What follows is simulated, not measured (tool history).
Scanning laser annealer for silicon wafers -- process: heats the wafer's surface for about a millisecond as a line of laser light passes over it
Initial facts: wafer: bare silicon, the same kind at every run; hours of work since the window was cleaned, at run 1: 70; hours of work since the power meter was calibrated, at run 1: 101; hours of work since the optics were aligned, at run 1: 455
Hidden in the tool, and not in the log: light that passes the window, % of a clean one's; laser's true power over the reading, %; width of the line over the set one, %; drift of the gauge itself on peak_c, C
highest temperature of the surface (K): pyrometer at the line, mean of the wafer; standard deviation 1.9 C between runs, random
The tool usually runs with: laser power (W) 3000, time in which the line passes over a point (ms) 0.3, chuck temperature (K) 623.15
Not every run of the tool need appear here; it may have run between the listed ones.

run   hour  laser power (W)  time in which the line passes over a point (ms)  chuck temperature (K)  hours of work since the window was cleaned  hours of work since the power meter was calibrated  hours of work since the optics were aligned  highest temperature of the surface (K)
  1      0             3000                                              0.3                 623.15                                          70                                                 101                                          455                                 1373.15
  2    6.1             3000                                              0.3                 623.15                                          73                                                 104                                          458                                 1372.15
  3   11.3             3000                                              0.3                 624.15                                          75                                                 106                                          460                                 1375.15
  4   17.6             3000                                              0.3                 623.15                                          78                                                 109                                          463                                 1373.15
  5   23.4             3000                                              0.3                 623.15                                          81                                                 112                                          466                                 1375.15
  6   31.6             3000                                              0.3                 623.15                                          84                                                 115                                          470                                 1372.15
  7   39.9             3000                                              0.3                 623.15                                          88                                                 119                                          473                                 1374.15
  8   46.2             3000                                            0.302                 623.15                                          91                                                 122                                          476                                 1375.15
  9   51.2             3000                                              0.3                 623.15                                          93                                                 124                                          479                                 1371.15
 10   59.5             3000                                              0.3                 623.15                                          97                                                 128                                          482                                 1374.15
 11   68.8             3000                                              0.3                 623.15                                         101                                                 132                                          487                                 1373.15
 12   75.5             3000                                              0.3                 623.15                                         104                                                 135                                          490                                 1377.15
 13   84.6             3000                                              0.3                 623.15                                         109                                                 140                                          494                                 1371.15
 14   89.7             3000                                              0.3                 623.15                                         111                                                 142                                          496                                 1370.15
 15   96.2             3216                                              0.3                 623.15                                         114                                                 145                                          499                                 1441.15
      98.6  -- window over the wafer cleaned
 16  105.1             3216                                            0.295                 623.15                                           3                                                 148                                          502                                 1431.15
 17  109.9             3000                                              0.3                 593.15                                           5                                                 150                                          505                                 1338.15
 18  115.7             3000                                            0.236                 634.15                                           8                                                 153                                          507                                 1299.15
 19  121.9             2704                                            0.275                 632.15                                          11                                                 156                                          510                                 1251.15
 20  128.5             2704                                            0.275                 632.15                                          14                                                 159                                          513                                 1255.15
 21  137.7             2972                                            0.239                 626.15                                          18                                                 163                                          517                                 1289.15
 22  141.8             2819                                            0.239                 656.15                                          20                                                 165                                          519                                 1272.15
 23  150.6             2819                                            0.239                 656.15                                          24                                                 169                                          523                                 1275.15
     155.2  -- window over the wafer cleaned, once more
 24  159.1             2832                                            0.376                 623.15                                           2                                                 172                                          526                                 1396.15
 25  163.2             3286                                            0.339                 591.15                                           4                                                 174                                          528                                 1487.15
 26  167.1             2996                                              0.3                 623.15                                           5                                                 176                                          530                                 1375.15
 27  175.9             3013                                            0.246                 586.15                                           9                                                 180                                          534                                 1281.15
 28  185.4             3013                                            0.246                 586.15                                          14                                                 184                                          538                                 1279.15
 29  194.3             3013                                            0.246                 586.15                                          18                                                 188                                          542                                 1281.15
 30  199.5             3081                                            0.313                 600.15                                          20                                                 190                                          545                                 1394.15
 31    207             3000                                              0.3                 613.15                                          24                                                 194                                          548                                 1364.15
 32  216.3             3000                                              0.3                 613.15                                          28                                                 198                                          552                                 1364.15
 33    222             2823                                            0.267                 648.15                                          31                                                 201                                          555                                 1304.15
 34  226.4             2823                                            0.267                 648.15                                          33                                                 203                                          557                                 1307.15

3 ways to go on from here, each from the tool as it stands after run 34. What would each give?
  A  233.9             2572                                            0.267                 648.15                                          36                                                 206                                          561                                       ?
  B  233.9             3154                                            0.319                 623.15                                          36                                                 206                                          561                                       ?
  C  233.9             2823                                            0.302                 648.15                                          36                                                 206                                          561                                       ?

run  highest temperature of the surface (K)
  A                                 1229.15
  B                                 1447.15
  C                                 1345.15
Without the tool's hidden state the same runs would have given:
run  highest temperature of the surface (K)
  A                                 1248.15
  B                                 1473.15
  C                                 1367.15
